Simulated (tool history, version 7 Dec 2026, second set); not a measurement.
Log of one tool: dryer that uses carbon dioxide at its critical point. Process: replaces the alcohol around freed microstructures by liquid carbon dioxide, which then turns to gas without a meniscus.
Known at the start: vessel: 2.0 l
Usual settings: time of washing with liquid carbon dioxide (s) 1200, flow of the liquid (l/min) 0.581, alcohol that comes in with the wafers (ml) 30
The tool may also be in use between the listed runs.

run	hour	time of washing with liquid carbon dioxide (s)	flow of the liquid (l/min)	alcohol that comes in with the wafers (ml)	alcohol left in the vessel before it's heated (ppm by volume)
1	0	1200	0.581	30	133
2	9.2	1560	0.581	30	82
3	16.9	1200	0.581	49	186
4	22.4	1200	0.581	49	178
5	28.7	1200	0.581	49	185
6	32.4	1200	0.581	49	179
7	36.3	1200	0.581	24	131
8	43.3	1200	0.581	24	126
9	50.9	1200	0.581	33	145
10	55.2	1200	0.581	33	146
11	58.9	1200	0.581	33	153
12	66.8	1200	0.581	33	156
13	75.9	1200	0.581	33	154
14	79.8	1200	0.581	26	142
15	85.4	1200	0.623	30	131
16	91.3	1200	0.581	30	148
17	100.2	1200	0.581	49	199
18	106.1	1200	0.581	49	191
19	113.1	1200	0.581	30	163
20	120.6	1200	0.581	30	154
21	128.3	1200	0.581	30	150
22	137.3	1200	0.581	30	156
23	142.1	1200	0.581	30	162
24	147.2	1200	0.581	30	160
25	154	1260	0.44	113	974
26	158.3	1260	0.44	55	528
27	162.8	1260	0.44	55	511
28	170.5	1260	0.441	116	1016
29	178.6	1140	0.824	93	127
30	185.8	1140	0.505	21	234
31	193.1	1140	0.505	21	233
32	199.1	840	0.505	44	1001
33	204.2	1620	0.693	23	109
34	211.7	1200	0.57	116	432
35	217.2	1440	0.936	43	107
36	226	1680	0.867	23	115
37	230	1860	0.829	105	100
38	235.5	840	0.581	30	476
39	243.7	900	0.863	117	255
40	251.8	900	0.963	71	148
41	260.9	900	0.963	71	155
42	267.3	1440	0.511	101	320
43	276.3	1620	0.567	101	169
44	282.5	960	0.371	118	4453
45	287.6	960	0.464	50	1028
46	294	1200	0.581	80	333
47	302.1	1200	0.672	45	174

Measured less the same run without the tool's hidden state. The same run-to-run variation is in both; the gauge's scatter may not be:
The hidden state here: flow that reaches the vessel past the clogged filter, %; alcohol in the recycled carbon dioxide, ppm; drift of the gauge itself on alcohol_ppm, %.
run	alcohol left in the vessel before it's heated (ppm by volume)
1	+79
2	+65
3	+95
4	+96
5	+97
6	+95
7	+83
8	+83
9	+91
10	+92
11	+95
12	+97
13	+98
14	+94
15	+91
16	+98
17	+115
18	+115
19	+103
20	+104
21	+108
22	+107
23	+109
24	+110
25	+325
26	+207
27	+200
28	+349
29	+108
30	+132
31	+136
32	+305
33	+99
34	+216
35	+101
36	+104
37	+100
38	+205
39	+163
40	+125
41	+126
42	+190
43	+135
44	+1044
45	+351
46	+198
47	+140
